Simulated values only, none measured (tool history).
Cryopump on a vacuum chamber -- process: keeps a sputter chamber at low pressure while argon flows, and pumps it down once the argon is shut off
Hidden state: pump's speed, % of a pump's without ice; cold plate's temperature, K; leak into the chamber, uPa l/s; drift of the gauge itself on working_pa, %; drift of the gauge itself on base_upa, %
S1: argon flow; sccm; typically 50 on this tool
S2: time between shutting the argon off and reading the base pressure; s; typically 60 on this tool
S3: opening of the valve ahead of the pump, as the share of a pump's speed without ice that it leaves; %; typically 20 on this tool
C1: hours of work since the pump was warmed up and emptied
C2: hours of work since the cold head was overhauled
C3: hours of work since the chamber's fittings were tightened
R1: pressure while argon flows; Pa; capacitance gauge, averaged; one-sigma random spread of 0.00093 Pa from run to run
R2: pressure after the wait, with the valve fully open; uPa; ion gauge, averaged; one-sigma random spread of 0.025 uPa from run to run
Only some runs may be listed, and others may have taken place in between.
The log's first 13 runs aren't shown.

run   hour  S1   S2  S3   C1   C2    C3      R1    R2
 14  307.6  50   60  20  673  673  1942  0.2066  1.81
 15  339.5  50   60  20  692  692  1961  0.2076  1.78
 16  375.5  50   60  20  714  714  1984  0.2065  1.86
 17  392.2  50   23  20  725  725  1994  0.2082  3.21
 18  425.2  50   23  20  745  745  2014  0.2077  3.25
 19  450.4  44   81  20  760  760  2030  0.1830  1.64
 20  472.7  45   60  20  774  774  2043  0.1862  1.83
 21  491.1  45   60  20  785  785  2054  0.1889  1.89
 22  509.8  66   60  32  797  797  2066  0.1782  1.93
 23  527.4  66   60  32  808  808  2077  0.1778  1.84
 24  555.0  66   60  32  825  825  2094  0.1788  1.91
 25  579.1  50   45  20  839  839  2109  0.2092  2.22
 26  598.0  58  205  43  851  851  2120  0.1203  1.34
 27  616.8  59   81  16  862  862  2132  0.3035  1.71
 28  645.9  59  232  16  880  880  2149  0.3065  1.33
 29  662.9  59  283  16  891  891  2160  0.3057  1.22
 30  696.3  84   20  20  911  911  2180  0.3551  3.67
 31  728.3  84   20  20  931  931  2200  0.3554  3.87
 32  755.3  59   53  27  947  947  2217  0.1897  2.14
 33  773.6  35  210  20  959  959  2228  0.1472  1.38
 34  801.4  35   26  22  976  976  2245  0.1353  3.16

Here are 4 independent what-if runs from the current tool condition. What would each one return?
  A  823.9  27  289  20  990  990  2259   ?   ?
  B  823.9  23   60  20  990  990  2259   ?   ?
  C  823.9  50  133  21  990  990  2259   ?   ?
  D  823.9  35   26  55  990  990  2259   ?   ?

run      R1    R2
  A  0.1150  1.33
  B  0.0967  2.02
  C  0.2010  1.54
  D  0.0612  3.18
Without the tool's unlogged condition, the same runs would have read:
run      R1    R2
  A  0.1070  0.32
  B  0.0899  1.02
  C  0.1863  0.54
  D  0.0508  2.19
